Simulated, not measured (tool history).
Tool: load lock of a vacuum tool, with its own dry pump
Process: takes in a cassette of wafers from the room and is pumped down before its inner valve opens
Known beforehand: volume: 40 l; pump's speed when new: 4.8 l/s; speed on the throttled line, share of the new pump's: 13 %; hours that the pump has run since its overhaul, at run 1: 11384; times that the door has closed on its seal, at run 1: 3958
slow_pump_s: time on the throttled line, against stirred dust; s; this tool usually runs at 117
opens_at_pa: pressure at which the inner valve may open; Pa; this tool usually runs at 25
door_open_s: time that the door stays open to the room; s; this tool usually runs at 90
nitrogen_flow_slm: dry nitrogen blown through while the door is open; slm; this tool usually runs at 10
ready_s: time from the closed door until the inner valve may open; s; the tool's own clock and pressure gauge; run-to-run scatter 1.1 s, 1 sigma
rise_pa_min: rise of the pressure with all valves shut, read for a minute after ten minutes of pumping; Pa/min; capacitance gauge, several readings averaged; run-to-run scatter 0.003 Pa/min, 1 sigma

run,hour,slow_pump_s,opens_at_pa,door_open_s,nitrogen_flow_slm,hours that the pump has run since its overhaul,times that the door has closed on its seal,"incoming humidity of the room's air, %",ready_s,rise_pa_min
1,0.0,117,25,90,10,11384,3958,44.2,180.7,0.033
2,89.2,117,25,90,10,11473,4132,43.9,180.7,0.031
3,192.8,117,25,90,10,11577,4335,45.5,182.9,0.033
4,268.5,117,19,90,10,11652,4483,47.7,184.5,0.033
5,344.0,117,22,90,10,11728,4631,44.1,183.6,0.037
6,423.9,117,25,90,10,11808,4788,44.0,181.9,0.037
7,555.4,64,25,90,10,11939,5045,43.7,136.1,0.035
8,685.4,117,25,90,10,12069,5300,46.7,182.7,0.037
9,745.0,117,29,90,10,12129,5416,43.8,182.4,0.034
10,839.9,117,29,90,10,12224,5602,45.1,181.5,0.035
11,971.3,117,25,51,10,12355,5859,46.5,184.4,0.031
12,1059.2,117,25,51,10,12443,6031,44.4,183.7,0.032
13,1152.2,117,25,90,10,12536,6213,43.5,183.2,0.033
14,1265.0,117,25,90,10,12649,6434,44.9,183.2,0.034
15,1378.5,117,33,90,10,12762,6656,44.7,178.5,0.040
16,1453.2,117,29,90,10,12837,6803,48.0,179.8,0.038
17,1510.1,117,22,90,10,12894,6914,42.7,184.8,0.039
18,1595.7,117,22,90,10,12980,7082,46.3,185.9,0.038
19,1717.9,117,22,90,10,13102,7321,44.2,184.0,0.038
20,1798.2,62,22,26,10,13182,7478,46.4,138.2,0.023
21,1875.7,64,27,25,28,13260,7630,44.6,136.9,0.027
22,1999.5,64,27,62,28,13383,7872,46.3,137.0,0.028
23,2054.9,68,25,59,10,13439,7981,45.8,142.5,0.035
24,2112.6,68,36,25,22,13496,8094,42.9,139.3,0.025
25,2194.1,68,36,25,22,13578,8253,42.6,139.6,0.027
26,2319.8,104,34,78,45,13704,8499,44.6,169.8,0.025
27,2377.1,104,34,78,45,13761,8611,46.1,170.8,0.020

For run 28, what comes out?
28,2496.0,117,25,87,10,13880,8844,47.9,?,?

{"run 28": {"ready_s": 183.0, "rise_pa_min": 0.043}}
Without the tool's hidden state the same run would have given ready_s 170.5 s, rise_pa_min 0.026 Pa/min.
